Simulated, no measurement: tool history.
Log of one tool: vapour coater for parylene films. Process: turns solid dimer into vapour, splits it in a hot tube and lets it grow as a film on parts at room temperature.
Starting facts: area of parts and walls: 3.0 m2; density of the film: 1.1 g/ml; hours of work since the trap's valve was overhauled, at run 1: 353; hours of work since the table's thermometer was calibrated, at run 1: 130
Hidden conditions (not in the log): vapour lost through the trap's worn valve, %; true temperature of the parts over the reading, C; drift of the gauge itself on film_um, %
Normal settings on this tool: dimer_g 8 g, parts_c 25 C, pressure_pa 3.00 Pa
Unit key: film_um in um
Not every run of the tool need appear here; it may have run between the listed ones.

run     day  dimer_g  parts_c  pressure_pa  hours of work since the trap's valve was overhauled  hours of work since the table's thermometer was calibrated  film_um
  1   0.000        8       25         3.00                                                  353                                                         130     1.72
  2   1.762        8       25         3.00                                                  379                                                         156     1.72
  3   3.688        8       25         8.00                                                  408                                                         185     1.53
  4   5.400        8       25         8.00                                                  433                                                         210     1.53
      6.796  -- trap's valve overhauled
  5   6.938        8       25         8.00                                                    2                                                         230     1.38
  6   8.908        8       25         3.28                                                   31                                                         260     1.54
  7  10.396        8       25         3.28                                                   53                                                         282     1.53
     11.758  -- trap's valve overhauled, once more
  8  12.850        8       25         3.28                                                   16                                                         316     1.87
  9  14.612        8       25         8.65                                                   42                                                         342     1.65
 10  16.392        8       25         8.65                                                   69                                                         368     1.64
 11  18.488        8       25         8.65                                                  100                                                         399     1.61
 12  21.083        8       25         8.65                                                  138                                                         438     1.61
 13  23.650        8       25         3.34                                                  176                                                         476     1.75
 14  25.417        8       25         3.00                                                  202                                                         502     1.77
 15  27.608        8       21         3.00                                                  235                                                         534     2.01
 16  30.129        8       21         3.00                                                  272                                                         571     1.97
 17  31.812        8       25         3.00                                                  297                                                         596     1.74
 18  33.479        8       25         3.00                                                  322                                                         621     1.74
 19  34.692        8       25         3.00                                                  340                                                         639     1.72
 20  36.504        8       25         3.00                                                  366                                                         666     1.71
 21  38.046       10       17         3.00                                                  389                                                         689     2.70
 22  39.646       10       17         3.00                                                  413                                                         712     2.69
 23  41.283        5       19         3.00                                                  437                                                         737     1.27
     42.433  -- trap's valve overhauled
 24  43.150       12       18         6.48                                                   11                                                         762     3.18
 25  44.771       12       18         6.48                                                   35                                                         786     3.15
 26  47.154        8       25         3.36                                                   70                                                         821     1.81
 27  49.096        6       25         3.36                                                   99                                                         850     1.36
 28  51.000        6       25         7.93                                                  127                                                         878     1.22
 29  52.154        8       32         3.00                                                  144                                                         895     1.44
 30  54.021        8       32         3.00                                                  172                                                         923     1.43
 31  55.846        8       32         3.00                                                  199                                                         950     1.41
 32  57.242        8       32         3.00                                                  219                                                         971     1.45
 33  59.554        8       33         3.00                                                  254                                                        1005     1.38
 34  61.808       10       25         3.00                                                  287                                                        1038     2.17
 35  62.904        8       25         3.00                                                  303                                                        1054     1.72

Pick out some run-to-run changes in film_um. Of each, how much would a tool without hidden state show as well, from the settings, what came in and chance, and how much is left for the hidden state and any gauge scatter not in both results compared?
Run 4 -> 5: trap's valve overhauled. film_um -0.15 um: hidden state -0.12, all else -0.03.
Run 7 -> 8: trap's valve overhauled, once more. film_um +0.34 um: hidden state +0.31, all else +0.03.
Run 22 -> 23: dimer_g 10 -> 5, parts_c 17 -> 19. film_um -1.42 um: hidden state +0.14, all else -1.56.
Run 23 -> 24: dimer_g 5 -> 12, parts_c 19 -> 18, pressure_pa 3.00 -> 6.48, trap's valve overhauled. film_um +1.91 um: hidden state +0.11, all else +1.80.
Run 25 -> 26: dimer_g 12 -> 8, parts_c 18 -> 25, pressure_pa 6.48 -> 3.36. film_um -1.34 um: hidden state +0.00, all else -1.34.

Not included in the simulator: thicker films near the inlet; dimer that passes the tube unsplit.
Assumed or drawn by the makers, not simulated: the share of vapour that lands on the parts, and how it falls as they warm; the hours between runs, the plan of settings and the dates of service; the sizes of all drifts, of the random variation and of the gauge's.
